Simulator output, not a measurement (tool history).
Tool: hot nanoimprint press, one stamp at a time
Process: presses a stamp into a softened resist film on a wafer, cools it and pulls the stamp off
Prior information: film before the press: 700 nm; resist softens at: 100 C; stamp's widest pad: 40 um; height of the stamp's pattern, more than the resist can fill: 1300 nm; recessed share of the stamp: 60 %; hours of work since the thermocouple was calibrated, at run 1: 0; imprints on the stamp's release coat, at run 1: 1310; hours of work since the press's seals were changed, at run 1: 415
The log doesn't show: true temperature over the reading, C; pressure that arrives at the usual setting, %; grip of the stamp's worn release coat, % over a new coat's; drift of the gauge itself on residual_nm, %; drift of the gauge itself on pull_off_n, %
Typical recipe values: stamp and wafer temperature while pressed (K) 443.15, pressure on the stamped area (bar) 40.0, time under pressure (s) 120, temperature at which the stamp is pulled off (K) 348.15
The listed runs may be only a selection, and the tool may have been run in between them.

run    day  stamp and wafer temperature while pressed (K)  pressure on the stamped area (bar)  time under pressure (s)  temperature at which the stamp is pulled off (K)  hours of work since the thermocouple was calibrated  imprints on the stamp's release coat  hours of work since the press's seals were changed  resist left under the stamp's widest pad (angstrom)  greatest force while the stamp is pulled off (N)
  1  0.000                                         443.15                                40.0                      120                                            348.15                                                    0                                  1310                                                 415                                                 3917                                               215
     0.504  -- stamp cleaned and given a new release coat
  2  0.862                                         443.15                                40.0                      120                                            348.15                                                   11                                    48                                                 427                                                 3922                                               173
  3  1.446                                         443.15                                40.0                      120                                            336.15                                                   22                                   126                                                 437                                                 3946                                               189
  4  1.925                                         443.15                                40.0                      120                                            336.15                                                   31                                   190                                                 446                                                 3963                                               187
  5  2.462                                         443.15                                40.0                      120                                            348.15                                                   40                                   261                                                 456                                                 3940                                               180
  6  2.862                                         443.15                                40.0                      120                                            348.15                                                   48                                   315                                                 463                                                 3939                                               177
  7  3.162                                         443.15                                40.0                      120                                            348.15                                                   53                                   355                                                 469                                                 3959                                               179
  8  3.579                                         443.15                                40.0                      120                                            348.15                                                   61                                   410                                                 476                                                 3967                                               193
  9  3.883                                         443.15                                54.1                      135                                            337.15                                                   66                                   451                                                 482                                                 3399                                               207
 10  4.412                                         443.15                                60.0                       94                                            348.15                                                   76                                   522                                                 491                                                 3703                                               189
 11  4.946                                         435.15                                40.0                       96                                            348.15                                                   86                                   593                                                 501                                                 5478                                               188
 12  5.512                                         435.15                                40.0                       96                                            348.15                                                   96                                   668                                                 512                                                 5470                                               183
 13  5.817                                         441.15                                39.2                      120                                            348.15                                                  102                                   709                                                 517                                                 4299                                               192

Here are 3 independent what-if runs from the current tool condition. What would each one return?
  A  6.083                                         441.15                                39.2                      154                                            348.15                                                  107                                   744                                                 522                                                    ?                                                 ?
  B  6.083                                         449.15                                25.7                      120                                            339.15                                                  107                                   744                                                 522                                                    ?                                                 ?
  C  6.083                                         441.15                                62.4                      163                                            348.15                                                  107                                   744                                                 522                                                    ?                                                 ?

run  resist left under the stamp's widest pad (angstrom)  greatest force while the stamp is pulled off (N)
  A                                                 3979                                               200
  B                                                 3724                                               205
  C                                                 3275                                               204
With no hidden state in the tool, these same runs would have given:
run  resist left under the stamp's widest pad (angstrom)  greatest force while the stamp is pulled off (N)
  A                                                 3897                                               174
  B                                                 3661                                               179
  C                                                 3175                                               178
